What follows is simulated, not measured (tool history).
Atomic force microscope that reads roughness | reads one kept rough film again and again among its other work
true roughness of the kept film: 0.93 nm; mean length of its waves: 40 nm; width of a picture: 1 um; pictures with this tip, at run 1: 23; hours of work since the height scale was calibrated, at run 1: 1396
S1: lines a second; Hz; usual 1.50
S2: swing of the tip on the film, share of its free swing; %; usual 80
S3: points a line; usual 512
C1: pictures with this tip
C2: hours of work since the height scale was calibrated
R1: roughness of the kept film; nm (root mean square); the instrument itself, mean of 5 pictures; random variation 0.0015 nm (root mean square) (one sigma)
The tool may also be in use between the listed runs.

run    hour    S1  S2   S3   C1    C2     R1
  1     0.0  1.50  80  512   23  1396  0.812
  2    37.1  0.66  80  512   91  1420  0.859
       81.7  -- new tip fitted
  3    82.2  2.14  80  512    1  1450  0.776
  4   117.0  2.14  80  512   65  1473  0.769
  5   149.7  3.21  80  512  125  1494  0.713
      176.0  -- new tip fitted
  6   181.8  3.21  80  512   11  1515  0.723
  7   237.8  1.50  80  512  114  1552  0.805
      273.9  -- new tip fitted
  8   286.3  1.50  76  512   23  1584  0.825
  9   328.5  1.50  76  512  101  1611  0.823
 10   366.0  1.50  76  512  170  1636  0.815
      371.4  -- new tip fitted
 11   411.8  1.50  76  512   74  1666  0.822
 12   452.6  1.50  58  512  150  1693  0.867
      467.9  -- new tip fitted
 13   495.3  1.50  80  512   51  1721  0.810
 14   530.9  1.50  80  512  116  1744  0.803
      565.2  -- new tip fitted
 15   582.8  1.50  80  512   32  1778  0.806
 16   608.4  1.50  80  512   80  1795  0.806
 17   631.9  1.50  80  512  123  1811  0.800
      662.9  -- new tip fitted
 18   675.9  1.50  79  512   24  1839  0.814
 19   712.6  1.50  79  512   92  1863  0.807
      759.6  -- new tip fitted
 20   768.2  1.50  79  512   16  1900  0.814
 21   816.5  1.50  79  512  105  1932  0.804
 22   842.5  1.50  79  512  153  1949  0.804
      855.9  -- new tip fitted
 23   875.1  1.50  80  512   35  1970  0.809
 24   913.2  1.50  80  512  106  1995  0.799
      926.2  -- height scale calibrated on a step standard
      953.8  -- new tip fitted
 25   966.2  0.95  80  512   23    26  0.846
 26   996.6  1.50  55  268   79    46  0.879
 27  1046.0  1.26  80  512  170    79  0.817
     1048.9  -- new tip fitted
 28  1070.4  3.59  80  512   40    94  0.709
 29  1119.4  3.59  58  512  131   127  0.835
     1143.1  -- new tip fitted
 30  1171.2  1.50  80  293   52   161  0.808

Forecast run 31:
 31  1198.1  1.20  80  512  102  178   ?

{"run 31": {"R1": 0.828}}
Without the tool's hidden state the same run would have given R1 0.838 nm (root mean square).
